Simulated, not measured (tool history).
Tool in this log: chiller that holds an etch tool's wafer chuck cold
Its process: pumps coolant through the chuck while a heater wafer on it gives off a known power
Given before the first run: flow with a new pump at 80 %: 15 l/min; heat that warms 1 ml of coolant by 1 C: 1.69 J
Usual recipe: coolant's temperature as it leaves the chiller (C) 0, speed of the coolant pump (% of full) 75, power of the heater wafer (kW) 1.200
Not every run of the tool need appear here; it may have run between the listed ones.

| run | hour | coolant's temperature as it leaves the chiller (C) | speed of the coolant pump (% of full) | power of the heater wafer (kW) | chuck's temperature once it has settled (C) | how much warmer the coolant comes back (C) |
|---|---|---|---|---|---|---|
| 1 | 0.0 | 0 | 75 | 1.200 | 8.7 | 3.10 |
| 2 | 145.0 | 0 | 75 | 1.200 | 8.9 | 3.14 |
| 3 | 271.0 | 0 | 75 | 1.200 | 8.7 | 3.16 |
| 4 | 351.6 | 0 | 75 | 1.200 | 8.9 | 3.16 |
| 5 | 432.8 | 0 | 88 | 1.200 | 8.0 | 2.65 |
| 6 | 513.8 | -4 | 88 | 1.200 | 3.9 | 2.64 |
| 7 | 631.0 | -4 | 88 | 1.200 | 4.0 | 2.66 |
| 8 | 697.0 | -4 | 88 | 1.200 | 4.1 | 2.68 |
| 9 | 820.6 | 2 | 75 | 1.200 | 11.0 | 3.14 |
|  | 834.4 | coolant pump overhauled |
| 10 | 961.3 | 0 | 75 | 1.200 | 9.1 | 3.20 |
| 11 | 1036.4 | 0 | 75 | 1.200 | 9.3 | 3.14 |
| 12 | 1103.0 | 0 | 75 | 1.200 | 9.3 | 3.18 |
| 13 | 1240.8 | 0 | 78 | 1.200 | 9.3 | 3.05 |
| 14 | 1328.9 | 0 | 73 | 1.200 | 9.6 | 3.29 |
| 15 | 1474.2 | 0 | 73 | 1.200 | 9.9 | 3.32 |
|  | 1529.4 | coolant pump overhauled, once more |
|  | 1540.1 | chiller's thermometer calibrated |
| 16 | 1592.9 | 0 | 75 | 1.200 | 8.8 | 3.06 |
| 17 | 1658.1 | 0 | 75 | 1.200 | 9.0 | 3.10 |
| 18 | 1744.1 | -8 | 75 | 0.809 | -1.9 | 2.06 |
| 19 | 1821.7 | -8 | 75 | 0.809 | -2.0 | 2.09 |
| 20 | 1906.5 | 6 | 75 | 1.355 | 16.2 | 3.44 |
| 21 | 1972.0 | 6 | 75 | 1.355 | 16.3 | 3.51 |
| 22 | 2097.6 | 6 | 75 | 1.355 | 16.3 | 3.51 |
| 23 | 2239.7 | 6 | 75 | 1.355 | 16.4 | 3.47 |
| 24 | 2348.3 | 4 | 75 | 1.355 | 14.2 | 3.52 |
| 25 | 2440.1 | 4 | 75 | 1.355 | 14.4 | 3.48 |
| 26 | 2539.7 | 4 | 75 | 1.355 | 14.7 | 3.47 |
| 27 | 2611.6 | 7 | 75 | 1.355 | 17.7 | 3.52 |
| 28 | 2715.3 | 7 | 82 | 1.644 | 19.0 | 3.88 |
| 29 | 2794.7 | -5 | 82 | 0.805 | 1.0 | 1.90 |
| 30 | 2881.6 | -5 | 82 | 0.805 | 1.0 | 1.90 |
| 31 | 3014.0 | 8 | 87 | 1.169 | 16.4 | 2.63 |

What if the next run were any one of these 3? Each begins from the tool's condition after run 31:
| A | 3142.2 | 9 | 88 | 1.535 | ? | ? |
| B | 3142.2 | 8 | 66 | 1.169 | ? | ? |
| C | 3142.2 | 0 | 83 | 0.945 | ? | ? |

| run | chuck's temperature once it has settled (C) | how much warmer the coolant comes back (C) |
|---|---|---|
| A | 20.0 | 3.40 |
| B | 18.4 | 3.50 |
| C | 7.3 | 2.21 |
Had the tool no hidden state, the same runs would have come out as:
| run | chuck's temperature once it has settled (C) | how much warmer the coolant comes back (C) |
|---|---|---|
| A | 18.3 | 3.32 |
| B | 16.8 | 3.41 |
| C | 6.1 | 2.16 |
